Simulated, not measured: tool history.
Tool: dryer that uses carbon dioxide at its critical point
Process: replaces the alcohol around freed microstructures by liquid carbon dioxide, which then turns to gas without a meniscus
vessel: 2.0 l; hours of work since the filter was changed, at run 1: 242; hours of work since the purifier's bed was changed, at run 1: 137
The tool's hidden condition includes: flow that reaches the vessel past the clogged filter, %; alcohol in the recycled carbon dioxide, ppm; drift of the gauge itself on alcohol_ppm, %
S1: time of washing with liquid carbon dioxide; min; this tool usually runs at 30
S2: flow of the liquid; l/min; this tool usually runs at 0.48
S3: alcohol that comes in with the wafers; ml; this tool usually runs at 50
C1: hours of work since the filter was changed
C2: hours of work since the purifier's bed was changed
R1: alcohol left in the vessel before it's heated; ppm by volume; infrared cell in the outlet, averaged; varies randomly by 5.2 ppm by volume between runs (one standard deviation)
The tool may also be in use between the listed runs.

{"run": 1, "hour": 0.0, "S1": 30, "S2": 0.48, "S3": 50, "C1": 242, "C2": 137, "R1": 155}
{"run": 2, "hour": 8.9, "S1": 30, "S2": 0.48, "S3": 50, "C1": 248, "C2": 143, "R1": 153}
{"run": 3, "hour": 25.8, "S1": 30, "S2": 0.48, "S3": 50, "C1": 258, "C2": 153, "R1": 162}
{"run": 4, "hour": 37.3, "S1": 19, "S2": 0.48, "S3": 50, "C1": 265, "C2": 160, "R1": 970}
{"run": 5, "hour": 47.8, "S1": 19, "S2": 0.48, "S3": 50, "C1": 272, "C2": 167, "R1": 979}
{"run": 6, "hour": 58.6, "S1": 19, "S2": 0.48, "S3": 50, "C1": 279, "C2": 174, "R1": 976}
{"run": 7, "hour": 67.3, "S1": 19, "S2": 0.48, "S3": 50, "C1": 284, "C2": 179, "R1": 976}
{"run": 8, "hour": 78.0, "S1": 19, "S2": 0.48, "S3": 50, "C1": 291, "C2": 186, "R1": 961}
{"run": 9, "hour": 86.8, "S1": 30, "S2": 0.48, "S3": 50, "C1": 296, "C2": 191, "R1": 161}
{"hour": 96.1, "done": "inlet filter changed"}
{"run": 10, "hour": 103.5, "S1": 30, "S2": 0.48, "S3": 50, "C1": 5, "C2": 201, "R1": 119}
{"run": 11, "hour": 115.6, "S1": 30, "S2": 0.48, "S3": 50, "C1": 12, "C2": 209, "R1": 127}
{"run": 12, "hour": 125.3, "S1": 30, "S2": 0.48, "S3": 50, "C1": 18, "C2": 215, "R1": 122}
{"run": 13, "hour": 136.4, "S1": 30, "S2": 0.48, "S3": 50, "C1": 25, "C2": 222, "R1": 123}
{"run": 14, "hour": 144.3, "S1": 30, "S2": 0.48, "S3": 50, "C1": 30, "C2": 227, "R1": 124}
{"run": 15, "hour": 156.1, "S1": 30, "S2": 0.48, "S3": 50, "C1": 37, "C2": 234, "R1": 123}
{"run": 16, "hour": 169.9, "S1": 30, "S2": 0.48, "S3": 50, "C1": 46, "C2": 243, "R1": 132}
{"run": 17, "hour": 181.3, "S1": 30, "S2": 0.48, "S3": 50, "C1": 53, "C2": 250, "R1": 137}
{"run": 18, "hour": 197.8, "S1": 30, "S2": 0.48, "S3": 50, "C1": 64, "C2": 260, "R1": 133}
{"run": 19, "hour": 215.2, "S1": 30, "S2": 0.48, "S3": 102, "C1": 74, "C2": 271, "R1": 250}
{"run": 20, "hour": 227.0, "S1": 30, "S2": 0.435, "S3": 102, "C1": 82, "C2": 278, "R1": 412}
{"run": 21, "hour": 236.7, "S1": 30, "S2": 0.435, "S3": 102, "C1": 88, "C2": 284, "R1": 431}
{"run": 22, "hour": 252.8, "S1": 30, "S2": 0.435, "S3": 102, "C1": 98, "C2": 294, "R1": 427}
{"run": 23, "hour": 270.1, "S1": 30, "S2": 0.435, "S3": 102, "C1": 109, "C2": 305, "R1": 445}
{"run": 24, "hour": 284.7, "S1": 30, "S2": 0.48, "S3": 119, "C1": 118, "C2": 314, "R1": 300}
{"run": 25, "hour": 294.1, "S1": 19, "S2": 0.769, "S3": 36, "C1": 124, "C2": 320, "R1": 75}
{"run": 26, "hour": 304.5, "S1": 30, "S2": 0.48, "S3": 96, "C1": 130, "C2": 327, "R1": 252}
{"run": 27, "hour": 319.9, "S1": 30, "S2": 0.48, "S3": 96, "C1": 140, "C2": 336, "R1": 275}
{"run": 28, "hour": 334.8, "S1": 34, "S2": 0.339, "S3": 57, "C1": 149, "C2": 346, "R1": 475}
{"run": 29, "hour": 343.9, "S1": 34, "S2": 0.307, "S3": 89, "C1": 155, "C2": 351, "R1": 1122}
{"run": 30, "hour": 359.2, "S1": 22, "S2": 0.456, "S3": 50, "C1": 164, "C2": 361, "R1": 662}
{"run": 31, "hour": 372.0, "S1": 22, "S2": 0.456, "S3": 50, "C1": 173, "C2": 369, "R1": 648}
{"run": 32, "hour": 381.0, "S1": 30, "S2": 0.716, "S3": 51, "C1": 178, "C2": 375, "R1": 40}
{"run": 33, "hour": 396.3, "S1": 30, "S2": 0.716, "S3": 51, "C1": 188, "C2": 384, "R1": 41}
{"run": 34, "hour": 411.7, "S1": 30, "S2": 0.716, "S3": 51, "C1": 197, "C2": 394, "R1": 33}
{"run": 35, "hour": 419.0, "S1": 19, "S2": 0.692, "S3": 47, "C1": 202, "C2": 398, "R1": 193}
{"run": 36, "hour": 431.9, "S1": 30, "S2": 0.577, "S3": 50, "C1": 210, "C2": 406, "R1": 70}
{"run": 37, "hour": 446.0, "S1": 37, "S2": 0.797, "S3": 20, "C1": 219, "C2": 415, "R1": 41}
{"run": 38, "hour": 462.6, "S1": 18, "S2": 0.474, "S3": 23, "C1": 229, "C2": 426, "R1": 573}
{"run": 39, "hour": 471.0, "S1": 18, "S2": 0.431, "S3": 48, "C1": 234, "C2": 431, "R1": 1582}
{"run": 40, "hour": 479.5, "S1": 46, "S2": 0.289, "S3": 43, "C1": 240, "C2": 436, "R1": 247}
{"run": 41, "hour": 487.6, "S1": 46, "S2": 0.289, "S3": 43, "C1": 245, "C2": 441, "R1": 250}

What differs in the tool's unlogged condition from the final listed run ahead of each entry between runs to the first listed run following it?
After run 9, before run 10: inlet filter changed (hour 96.1)
  flow that reaches the vessel past the clogged filter, %: 91.8 -> 98.9; alcohol in the recycled carbon dioxide, ppm: 18.2 -> 18.9
  measured value less the no-hidden-state value, R1: +68 -> +20 ppm by volume

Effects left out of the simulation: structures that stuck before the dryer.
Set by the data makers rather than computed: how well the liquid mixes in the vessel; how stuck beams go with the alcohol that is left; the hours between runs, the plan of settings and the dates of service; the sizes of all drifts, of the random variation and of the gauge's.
